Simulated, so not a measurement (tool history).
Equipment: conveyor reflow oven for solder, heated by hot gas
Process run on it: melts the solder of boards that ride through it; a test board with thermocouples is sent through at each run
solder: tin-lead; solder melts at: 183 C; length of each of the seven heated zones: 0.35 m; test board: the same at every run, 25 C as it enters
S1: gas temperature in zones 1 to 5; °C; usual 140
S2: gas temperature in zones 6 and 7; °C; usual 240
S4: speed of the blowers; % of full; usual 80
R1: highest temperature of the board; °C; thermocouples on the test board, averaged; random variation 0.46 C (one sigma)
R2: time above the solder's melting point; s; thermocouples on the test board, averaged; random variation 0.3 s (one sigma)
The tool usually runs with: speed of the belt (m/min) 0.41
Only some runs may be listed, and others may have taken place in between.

run 1 day=0 | S1=140 S2=240 speed_of_the_belt_(m/min)=0.41 S4=80 | R1=230.1 R2=90.4
run 2 day=0.367 | S1=140 S2=246 speed_of_the_belt_(m/min)=0.41 S4=80 | R1=235.5 R2=94.6
run 3 day=0.829 | S1=140 S2=240 speed_of_the_belt_(m/min)=0.41 S4=80 | R1=230.1 R2=90.5
run 4 day=1.042 | S1=140 S2=240 speed_of_the_belt_(m/min)=0.41 S4=80 | R1=230.2 R2=90.6
run 5 day=1.504 | S1=149 S2=240 speed_of_the_belt_(m/min)=0.41 S4=80 | R1=231.1 R2=94.8
-- day=1.754 flux residue cleaned out of gas plates and filters
run 6 day=2.038 | S1=140 S2=240 speed_of_the_belt_(m/min)=0.41 S4=80 | R1=231.1 R2=92.2
run 7 day=2.329 | S1=140 S2=240 speed_of_the_belt_(m/min)=0.41 S4=80 | R1=230.7 R2=91.5
run 8 day=2.671 | S1=140 S2=240 speed_of_the_belt_(m/min)=0.41 S4=80 | R1=231.1 R2=91.5
run 9 day=3.079 | S1=140 S2=240 speed_of_the_belt_(m/min)=0.41 S4=80 | R1=232.1 R2=90.8
run 10 day=3.425 | S1=140 S2=240 speed_of_the_belt_(m/min)=0.41 S4=80 | R1=231.1 R2=91.3
run 11 day=3.688 | S1=137 S2=240 speed_of_the_belt_(m/min)=0.443 S4=66 | R1=226 R2=79.6

What does the tool deliver on the next run?
run 12 day=4.162 | S1=149 S2=233 speed_of_the_belt_(m/min)=0.451 S4=74 | R1=? R2=?

Run 12 yielded R1 221.4 °C, R2 80.7 s.
With no hidden state in the tool, this same run would have given R1 222.1 °C, R2 81 s.
